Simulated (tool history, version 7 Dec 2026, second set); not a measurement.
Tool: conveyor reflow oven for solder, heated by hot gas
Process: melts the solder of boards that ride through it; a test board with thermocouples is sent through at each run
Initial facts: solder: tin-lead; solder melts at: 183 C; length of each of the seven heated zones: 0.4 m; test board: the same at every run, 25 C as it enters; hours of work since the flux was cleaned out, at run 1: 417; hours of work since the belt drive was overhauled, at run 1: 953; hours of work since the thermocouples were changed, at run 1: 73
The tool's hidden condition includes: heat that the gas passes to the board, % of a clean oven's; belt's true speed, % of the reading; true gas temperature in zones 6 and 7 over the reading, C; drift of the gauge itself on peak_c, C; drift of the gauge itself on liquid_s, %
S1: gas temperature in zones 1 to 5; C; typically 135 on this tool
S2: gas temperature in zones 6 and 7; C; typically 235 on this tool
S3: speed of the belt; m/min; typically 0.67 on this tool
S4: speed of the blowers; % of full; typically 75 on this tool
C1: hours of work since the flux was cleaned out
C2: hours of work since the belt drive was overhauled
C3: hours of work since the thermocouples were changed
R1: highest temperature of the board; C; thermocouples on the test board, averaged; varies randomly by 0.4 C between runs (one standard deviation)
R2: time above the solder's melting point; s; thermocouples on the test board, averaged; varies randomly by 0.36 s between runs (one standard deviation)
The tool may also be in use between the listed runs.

run	hour	S1	S2	S3	S4	C1	C2	C3	R1	R2
1	0	135	235	0.67	75	417	953	73	214	50.3
# hour 70.4: belt drive overhauled, speed set with a stopwatch
2	82.1	135	235	0.67	79	467	7	123	213.7	48.5
# hour 96: flux residue cleaned out of gas plates and filters
3	152.4	135	235	0.67	79	36	49	164	217.1	52.1
4	217.6	135	235	0.67	79	78	91	206	216.4	51.7
5	315.6	135	235	0.67	79	140	153	269	215.7	51.2
6	374.2	135	235	0.67	79	178	191	306	214.5	51.1
7	469.2	135	235	0.67	75	238	251	367	213.6	49.4
8	528.9	135	235	0.67	75	276	290	405	213	49.3
9	578.8	122	235	0.749	54	308	321	437	195.1	18.8
10	620.3	122	235	0.749	54	335	348	463	193.7	18.3
11	667.8	149	235	0.743	75	365	378	493	211.6	47.2
12	740.3	145	235	0.7	75	411	425	540	212.2	49.4
13	804.5	145	235	0.7	75	452	466	581	211.6	48.6
# hour 838.2: flux residue cleaned out of gas plates and filters
14	856.8	138	246	0.67	73	12	496	611	224.1	57.8
15	923.5	138	246	0.67	66	54	538	654	220	56.2

Describe how what the log doesn't record of the tool's condition differs between the last listed run preceding each entry between runs and the first listed run following it.
After run 1, before run 2: belt drive overhauled, speed set with a stopwatch (hour 70.4)
  heat that the gas passes to the board, % of a clean oven's: 91.7 -> 90.7; belt's true speed, % of the reading: 98.24 -> 99.97; true gas temperature in zones 6 and 7 over the reading, C: -0.64 -> -0.77
  measured value less the no-hidden-state value, R1: -2.6 -> -3.7 C; R2: -1.6 -> -3.4 s
After run 2, before run 3: flux residue cleaned out of gas plates and filters (hour 96)
  heat that the gas passes to the board, % of a clean oven's: 90.7 -> 98.9; belt's true speed, % of the reading: 99.97 -> 99.89; true gas temperature in zones 6 and 7 over the reading, C: -0.77 -> -0.88
  measured value less the no-hidden-state value, R1: -3.7 -> -1 C; R2: -3.4 -> -0.8 s
After run 13, before run 14: flux residue cleaned out of gas plates and filters (hour 838.2)
  heat that the gas passes to the board, % of a clean oven's: 89.9 -> 99.6; belt's true speed, % of the reading: 99.11 -> 99.05; true gas temperature in zones 6 and 7 over the reading, C: -1.93 -> -2.02
  measured value less the no-hidden-state value, R1: -4.4 -> -1.5 C; R2: -3.5 -> -0.4 s
